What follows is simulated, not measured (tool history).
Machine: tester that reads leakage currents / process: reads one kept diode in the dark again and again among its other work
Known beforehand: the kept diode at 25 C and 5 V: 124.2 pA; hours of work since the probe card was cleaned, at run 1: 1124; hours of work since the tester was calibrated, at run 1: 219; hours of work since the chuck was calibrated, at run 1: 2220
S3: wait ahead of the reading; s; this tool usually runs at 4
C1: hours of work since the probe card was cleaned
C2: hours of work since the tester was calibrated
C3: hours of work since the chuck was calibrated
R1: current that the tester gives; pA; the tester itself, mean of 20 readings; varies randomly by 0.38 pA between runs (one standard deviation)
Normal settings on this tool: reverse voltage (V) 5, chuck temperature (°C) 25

run 1 hour=0 | reverse_voltage_(V)=5 chuck_temperature_(°C)=25 S3=4 | C1=1124 C2=219 C3=2220 | R1=143.39
-- hour=9.8 probe card cleaned and baked
run 2 hour=28.7 | reverse_voltage_(V)=5 chuck_temperature_(°C)=25 S3=4 | C1=8 C2=230 C3=2231 | R1=146.76
run 3 hour=71.1 | reverse_voltage_(V)=5 chuck_temperature_(°C)=25 S3=4 | C1=25 C2=247 C3=2248 | R1=146.21
run 4 hour=115 | reverse_voltage_(V)=5 chuck_temperature_(°C)=25 S3=4 | C1=42 C2=265 C3=2265 | R1=147.34
run 5 hour=139.1 | reverse_voltage_(V)=5 chuck_temperature_(°C)=25 S3=4 | C1=52 C2=274 C3=2275 | R1=147.54
run 6 hour=177.1 | reverse_voltage_(V)=1.3 chuck_temperature_(°C)=25 S3=4 | C1=67 C2=290 C3=2291 | R1=67.29
-- hour=208.9 probe card cleaned and baked, once more
run 7 hour=224 | reverse_voltage_(V)=1.3 chuck_temperature_(°C)=25 S3=4 | C1=6 C2=307 C3=2308 | R1=64.7
-- hour=265.1 chuck's temperature calibrated
run 8 hour=269.6 | reverse_voltage_(V)=1.3 chuck_temperature_(°C)=25 S3=4 | C1=24 C2=325 C3=2 | R1=59.49
run 9 hour=298.6 | reverse_voltage_(V)=1.3 chuck_temperature_(°C)=25 S3=4 | C1=35 C2=336 C3=13 | R1=59.82
run 10 hour=320.4 | reverse_voltage_(V)=1.3 chuck_temperature_(°C)=25 S3=4 | C1=44 C2=345 C3=22 | R1=59.3
run 11 hour=356.1 | reverse_voltage_(V)=5 chuck_temperature_(°C)=54 S3=4 | C1=58 C2=360 C3=37 | R1=1054.53
run 12 hour=392.1 | reverse_voltage_(V)=5 chuck_temperature_(°C)=54 S3=4 | C1=73 C2=374 C3=51 | R1=1047.77
run 13 hour=439.8 | reverse_voltage_(V)=5 chuck_temperature_(°C)=25 S3=4 | C1=92 C2=393 C3=70 | R1=126.58
run 14 hour=469.5 | reverse_voltage_(V)=5 chuck_temperature_(°C)=25 S3=4 | C1=104 C2=405 C3=82 | R1=127.14
run 15 hour=512.1 | reverse_voltage_(V)=5 chuck_temperature_(°C)=25 S3=0.38 | C1=121 C2=422 C3=100 | R1=131.35
run 16 hour=553.4 | reverse_voltage_(V)=5 chuck_temperature_(°C)=25 S3=0.38 | C1=138 C2=439 C3=116 | R1=131.78
run 17 hour=581 | reverse_voltage_(V)=5 chuck_temperature_(°C)=25 S3=0.38 | C1=149 C2=450 C3=127 | R1=131.14
run 18 hour=624.3 | reverse_voltage_(V)=5 chuck_temperature_(°C)=25 S3=0.38 | C1=167 C2=468 C3=145 | R1=131.21
run 19 hour=668.6 | reverse_voltage_(V)=5 chuck_temperature_(°C)=25 S3=0.38 | C1=184 C2=486 C3=163 | R1=131.68
run 20 hour=711.7 | reverse_voltage_(V)=5 chuck_temperature_(°C)=25 S3=0.38 | C1=202 C2=503 C3=180 | R1=132.94
run 21 hour=745.7 | reverse_voltage_(V)=13.15 chuck_temperature_(°C)=23 S3=0.38 | C1=215 C2=517 C3=194 | R1=199.73
run 22 hour=774.9 | reverse_voltage_(V)=13.15 chuck_temperature_(°C)=51 S3=3.11 | C1=227 C2=528 C3=205 | R1=1480.89

Forecast run 23:
run 23 hour=820.3 | reverse_voltage_(V)=13.15 chuck_temperature_(°C)=25 S3=2.47 | C1=246 C2=547 C3=224 | R1=?

R1: 221.21 pA
Minus the tool's unlogged condition, the same run would have read R1 214.07 pA.
